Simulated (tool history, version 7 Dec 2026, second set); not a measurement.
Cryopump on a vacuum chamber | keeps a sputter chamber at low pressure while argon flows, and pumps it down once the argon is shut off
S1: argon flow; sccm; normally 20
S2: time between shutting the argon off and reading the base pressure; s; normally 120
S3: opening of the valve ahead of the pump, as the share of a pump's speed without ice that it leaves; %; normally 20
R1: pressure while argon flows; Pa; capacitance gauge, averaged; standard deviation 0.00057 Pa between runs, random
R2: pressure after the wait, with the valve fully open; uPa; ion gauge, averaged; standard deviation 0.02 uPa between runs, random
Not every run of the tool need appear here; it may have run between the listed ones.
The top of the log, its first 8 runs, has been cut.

Run 9, hour 467: usual settings. Result: R1 0.0746 Pa, R2 0.62 uPa.
At hour 493.9: pump warmed up, emptied and cooled again.
Run 10, hour 543: usual settings. Result: R1 0.0715 Pa, R2 0.59 uPa.
Run 11, hour 628: usual settings but S3 35 %. Result: R1 0.0422 Pa, R2 0.61 uPa.
Run 12, hour 669.8: usual settings but S3 35 %. Result: R1 0.0413 Pa, R2 0.68 uPa.
Run 13, hour 744.5: usual settings but S3 35 %. Result: R1 0.0407 Pa, R2 0.71 uPa.
Run 14, hour 785.2: usual settings. Result: R1 0.0724 Pa, R2 0.71 uPa.
Run 15, hour 823.8: usual settings. Result: R1 0.0721 Pa, R2 0.76 uPa.
Run 16, hour 889.2: usual settings. Result: R1 0.0725 Pa, R2 0.8 uPa.
Run 17, hour 940.8: usual settings. Result: R1 0.074 Pa, R2 0.79 uPa.
Run 18, hour 975.7: usual settings but S1 25 sccm, S3 44 %. Result: R1 0.0436 Pa, R2 0.86 uPa.

Forecast run 19:
Run 19, hour 1060.6: usual settings but S1 13 sccm, S2 37 s. Result: R1 ?, R2 ?.

{"run 19": {"R1": 0.0487, "R2": 1.27}}
With no hidden state in the tool, this same run would have given R1 0.0466 Pa, R2 0.62 uPa.
